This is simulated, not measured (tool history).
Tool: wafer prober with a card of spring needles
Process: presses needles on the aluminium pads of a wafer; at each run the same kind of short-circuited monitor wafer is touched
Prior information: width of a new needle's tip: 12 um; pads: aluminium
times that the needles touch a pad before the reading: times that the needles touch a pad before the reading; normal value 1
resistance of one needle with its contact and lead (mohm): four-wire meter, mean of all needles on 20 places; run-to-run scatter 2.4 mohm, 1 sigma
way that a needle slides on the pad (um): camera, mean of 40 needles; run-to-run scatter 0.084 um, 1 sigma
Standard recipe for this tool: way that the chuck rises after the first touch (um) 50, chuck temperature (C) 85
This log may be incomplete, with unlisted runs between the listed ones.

run     day  way that the chuck rises after the first touch (um)  chuck temperature (C)  times that the needles touch a pad before the reading  resistance of one needle with its contact and lead (mohm)  way that a needle slides on the pad (um)
  1   0.000                                                   50                     85                                                      1                                                        361                                      7.20
      0.050  -- tips cleaned on abrasive film
      0.292  -- tips cleaned on abrasive film
      0.533  -- tips cleaned on abrasive film
  2   0.679                                                   50                     85                                                      1                                                        351                                      6.96
      0.733  -- tips cleaned on abrasive film
      0.971  -- tips cleaned on abrasive film
      1.167  -- tips cleaned on abrasive film
  3   1.312                                                   50                     85                                                      1                                                        354                                      7.18
      1.362  -- tips cleaned on abrasive film
      1.604  -- tips cleaned on abrasive film
      1.846  -- tips cleaned on abrasive film
  4   1.858                                                   50                     85                                                      1                                                        292                                      7.17
      2.050  -- tips cleaned on abrasive film
      2.292  -- tips cleaned on abrasive film
      2.533  -- tips cleaned on abrasive film
      2.733  -- tips cleaned on abrasive film
  5   2.733                                                   50                     85                                                      1                                                        288                                      7.05
      2.975  -- tips cleaned on abrasive film
      3.217  -- tips cleaned on abrasive film
  6   3.404                                                   50                     67                                                      1                                                        368                                      7.04
      3.458  -- tips cleaned on abrasive film
      3.692  -- tips cleaned on abrasive film
      3.888  -- tips cleaned on abrasive film
      4.129  -- tips cleaned on abrasive film
      4.371  -- tips cleaned on abrasive film
  7   4.500                                                   50                     67                                                      1                                                        348                                      7.03
      4.600  -- tips cleaned on abrasive film
      4.838  -- tips cleaned on abrasive film
      5.079  -- tips cleaned on abrasive film
      5.188  -- height of the first contact set anew
      5.333  -- tips cleaned on abrasive film
      5.538  -- tips cleaned on abrasive film
  8   5.538                                                   53                     85                                                      1                                                        284                                      8.05
      5.733  -- tips cleaned on abrasive film
      5.975  -- tips cleaned on abrasive film
      6.217  -- tips cleaned on abrasive film
      6.458  -- tips cleaned on abrasive film
  9   6.475                                                   53                     85                                                      1                                                        302                                      7.84
      6.671  -- tips cleaned on abrasive film
      6.912  -- tips cleaned on abrasive film
      7.154  -- tips cleaned on abrasive film
      7.350  -- tips cleaned on abrasive film
      7.558  -- tips cleaned on abrasive film
 10   7.558                                                   69                     85                                                      1                                                        281                                     10.39
      7.754  -- tips cleaned on abrasive film
      7.946  -- tips cleaned on abrasive film
      8.188  -- tips cleaned on abrasive film
 11   8.300                                                   69                     85                                                      1                                                        319                                     10.33
      8.400  -- tips cleaned on abrasive film
      8.642  -- tips cleaned on abrasive film
 12   8.812                                                   69                     85                                                      1                                                        327                                     10.32
      8.867  -- tips cleaned on abrasive film
      9.058  -- tips cleaned on abrasive film
      9.300  -- tips cleaned on abrasive film
      9.538  -- tips cleaned on abrasive film
      9.779  -- tips cleaned on abrasive film
 13   9.838                                                   69                     85                                                      1                                                        304                                     10.20
      9.983  -- tips cleaned on abrasive film
     10.179  -- tips cleaned on abrasive film
     10.421  -- tips cleaned on abrasive film
 14  10.433                                                   50                     85                                                      1                                                        304                                      7.24
     10.625  -- tips cleaned on abrasive film
     10.821  -- tips cleaned on abrasive film
 15  11.008                                                   48                     31                                                      1                                                        368                                      6.97
     11.062  -- tips cleaned on abrasive film
     11.254  -- tips cleaned on abrasive film
     11.496  -- tips cleaned on abrasive film
 16  11.512                                                   48                     70                                                      1                                                        293                                      6.94
     11.708  -- tips cleaned on abrasive film
     11.950  -- tips cleaned on abrasive film
     12.192  -- tips cleaned on abrasive film
     12.433  -- tips cleaned on abrasive film
 17  12.567                                                   48                     70                                                      1                                                        368                                      6.83

Run 18 comes next. What will it give?
     12.667  -- tips cleaned on abrasive film
     12.858  -- tips cleaned on abrasive film
     13.100  -- tips cleaned on abrasive film
     13.342  -- tips cleaned on abrasive film
 18  13.471                                                   33                     62                                                      1                                                          ?                                         ?

Run 18 produced resistance of one needle with its contact and lead (mohm) 451, way that a needle slides on the pad (um) 4.57.
Minus the tool's unlogged condition, the same run would have read resistance of one needle with its contact and lead (mohm) 276, way that a needle slides on the pad (um) 4.96.

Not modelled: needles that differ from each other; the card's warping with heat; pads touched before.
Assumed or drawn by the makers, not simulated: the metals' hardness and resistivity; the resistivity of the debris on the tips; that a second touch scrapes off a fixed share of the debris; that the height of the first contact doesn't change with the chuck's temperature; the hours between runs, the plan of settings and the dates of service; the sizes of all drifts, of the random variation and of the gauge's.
